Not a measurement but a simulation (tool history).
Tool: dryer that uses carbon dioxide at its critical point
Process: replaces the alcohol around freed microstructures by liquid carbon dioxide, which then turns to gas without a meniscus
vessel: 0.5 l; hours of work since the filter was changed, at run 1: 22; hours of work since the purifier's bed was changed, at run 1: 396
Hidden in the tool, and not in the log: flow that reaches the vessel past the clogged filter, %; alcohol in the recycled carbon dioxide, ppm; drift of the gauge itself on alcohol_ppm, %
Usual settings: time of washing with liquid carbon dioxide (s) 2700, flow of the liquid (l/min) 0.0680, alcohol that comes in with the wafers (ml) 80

run,hour,time of washing with liquid carbon dioxide (s),flow of the liquid (l/min),alcohol that comes in with the wafers (ml),hours of work since the filter was changed,hours of work since the purifier's bed was changed,alcohol left in the vessel before it's heated (ppm by volume)
1,0.0,2700,0.0680,80,22,396,1174
2,31.3,2700,0.0680,80,36,410,1183
3,67.5,2700,0.0791,80,53,426,579
4,93.8,2700,0.0791,80,64,438,572
5,132.1,2700,0.0516,80,82,456,3948
6,170.0,2700,0.0516,80,99,473,3967
7,192.1,2700,0.0516,80,109,483,4002
8,234.6,2400,0.0680,80,128,502,2247
9,264.7,2400,0.0680,80,142,516,2341
10,302.9,2400,0.0680,80,159,533,2302
11,326.3,2400,0.0680,80,169,543,2358
12,367.1,2340,0.1068,29,188,562,161
13,390.8,2700,0.0680,33,199,573,639
14,431.6,2700,0.1079,21,217,591,98
15,449.1,3780,0.0901,23,225,599,90
16,483.1,3420,0.0527,20,240,614,468
17,518.8,3480,0.0825,80,256,630,185
18,545.7,2940,0.1106,22,269,643,93

The next listed run, before its measurement:
19,568.3,1920,0.1084,22,279,653,?

Run 19 gave alcohol left in the vessel before it's heated (ppm by volume) 327.
Without the tool's hidden state the same run would have given alcohol left in the vessel before it's heated (ppm by volume) 163.

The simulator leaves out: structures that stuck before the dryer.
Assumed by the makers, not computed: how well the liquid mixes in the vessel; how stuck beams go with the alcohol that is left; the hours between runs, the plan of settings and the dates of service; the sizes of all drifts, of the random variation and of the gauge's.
